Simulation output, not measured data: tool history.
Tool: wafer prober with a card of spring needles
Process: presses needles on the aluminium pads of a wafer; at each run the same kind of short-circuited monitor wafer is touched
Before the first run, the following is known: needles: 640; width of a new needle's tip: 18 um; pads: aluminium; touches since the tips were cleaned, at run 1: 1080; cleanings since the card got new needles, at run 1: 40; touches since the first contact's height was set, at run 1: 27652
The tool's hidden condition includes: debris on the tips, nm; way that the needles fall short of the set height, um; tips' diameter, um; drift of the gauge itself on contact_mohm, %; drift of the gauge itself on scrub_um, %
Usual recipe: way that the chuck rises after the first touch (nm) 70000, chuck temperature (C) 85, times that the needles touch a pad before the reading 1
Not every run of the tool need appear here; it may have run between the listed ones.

run   hour  way that the chuck rises after the first touch (nm)  chuck temperature (C)  times that the needles touch a pad before the reading  touches since the tips were cleaned  cleanings since the card got new needles  touches since the first contact's height was set  resistance of one needle with its contact and lead (mohm)  way that a needle slides on the pad (nm)
  1      0                                                70000                     85                                                      1                                 1080                                        40                                             27652                                                        252                                     18800
      13.3  -- tips cleaned on abrasive film
  2   20.4                                                70000                     53                                                      1                                 1581                                        41                                             32135                                                        238                                     18820
      31.6  -- tips cleaned on abrasive film
  3   31.7                                                70000                     53                                                      1                                    5                                        42                                             34592                                                        243                                     18800
      49.3  -- tips cleaned on abrasive film
  4   54.4                                                70000                     85                                                      1                                 1123                                        43                                             39582                                                        248                                     18810
  5   65.3                                                70000                     85                                                      1                                 3530                                        43                                             41989                                                        252                                     18810
      66.7  -- tips cleaned on abrasive film
      85.3  -- tips cleaned on abrasive film
  6   88.1                                                70000                     85                                                      1                                  609                                        45                                             46974                                                        248                                     18800
     103.1  -- tips cleaned on abrasive film
  7  105.3                                                70000                     85                                                      1                                  478                                        46                                             50741                                                        252                                     18800
     121.2  -- tips cleaned on abrasive film
  8  128.9                                                70000                     85                                                      1                                 1692                                        47                                             55928                                                        246                                     18810
     139.5  -- tips cleaned on abrasive film
  9  140.1                                                62000                     85                                                      1                                  137                                        48                                             58380                                                        252                                     16670
     157.2  -- tips cleaned on abrasive film
 10  165.4                                                70000                     96                                                      1                                 1805                                        49                                             63923                                                        250                                     18810
     176.3  -- tips cleaned on abrasive film
 11  179.5                                                70000                     96                                                      1                                  707                                        50                                             67020                                                        254                                     18800
     193.8  -- tips cleaned on abrasive film
 12  203.3                                                70000                     96                                                      1                                 2100                                        51                                             72255                                                        252                                     18830
     211.2  -- tips cleaned on abrasive film
 13  222.2                                                70000                     96                                                      1                                 2425                                        52                                             76393                                                        252                                     18810
     228.9  -- tips cleaned on abrasive film
 14    234                                                70000                     96                                                      1                                 1121                                        53                                             78978                                                        251                                     18810
     236.8  -- height of the first contact set anew
     248.8  -- tips cleaned on abrasive film
 15  253.6                                                70000                     85                                                      1                                 1074                                        54                                              3692                                                        250                                     18800
     266.4  -- tips cleaned on abrasive film
 16  268.6                                                70000                     85                                                      1                                  494                                        55                                              6971                                                        250                                     18810
 17  281.4                                                70000                     85                                                      1                                 3311                                        55                                              9788                                                        252                                     18790
     283.7  -- tips cleaned on abrasive film
 18  296.2                                                76000                     70                                                      2                                 2756                                        56                                             13035                                                        247                                     20420
     302.2  -- tips cleaned on abrasive film
 19  315.3                                                76000                     70                                                      2                                 2895                                        57                                             17234                                                        246                                     20420
     319.7  -- tips cleaned on abrasive film
       338  -- tips cleaned on abrasive film
 20  338.9                                                53000                     43                                                      1                                  197                                        59                                             22379                                                        243                                     14230
 21  351.2                                                53000                     43                                                      1                                 2906                                        59                                             25088                                                        242                                     14230
     356.5  -- tips cleaned on abrasive film
     374.1  -- tips cleaned on abrasive film
 22  374.1                                                53000                     25                                                      2                                    0                                        61                                             30112                                                        236                                     14250
 23    389                                                72000                     77                                                      1                                 3269                                        61                                             33381                                                        251                                     19360
     391.7  -- tips cleaned on abrasive film
 24  400.7                                                62000                     54                                                      1                                 1977                                        62                                             35937                                                        243                                     16680
     409.3  -- tips cleaned on abrasive film
 25  421.9                                                66000                     34                                                      2                                 2787                                        63                                             40600                                                        239                                     17730
     427.8  -- tips cleaned on abrasive film
 26  442.4                                                66000                     34                                                      2                                 3203                                        64                                             45091                                                        238                                     17740
       446  -- tips cleaned on abrasive film
     463.4  -- tips cleaned on abrasive film
 27  466.3                                                66000                     34                                                      2                                  645                                        66                                             50324                                                        238                                     17740
     482.8  -- tips cleaned on abrasive film
 28  484.4                                                66000                     97                                                      3                                  347                                        67                                             54294                                                        254                                     17710
     500.9  -- tips cleaned on abrasive film
 29  507.3                                                56000                     97                                                      3                                 1415                                        68                                             59322                                                        261                                     15050
     519.4  -- tips cleaned on abrasive film
 30  527.7                                                80000                     85                                                      1                                 1837                                        69                                             63809                                                        249                                     21530
     539.2  -- tips cleaned on abrasive film
 31  551.5                                                70000                    101                                                      1                                 2722                                        70                                             69036                                                        252                                     18790

Run 32, settings as shown, results not yet in. Your forecast:
     556.8  -- tips cleaned on abrasive film
     574.8  -- tips cleaned on abrasive film
 32  574.8                                                71000                     78                                                      2                                    0                                        72                                             74120                                                          ?                                         ?

Run 32 came out at resistance of one needle with its contact and lead (mohm) 248, way that a needle slides on the pad (nm) 19090.
If the tool had no hidden condition, the same run with the same run-to-run variation would have returned resistance of one needle with its contact and lead (mohm) 248, way that a needle slides on the pad (nm) 19090.
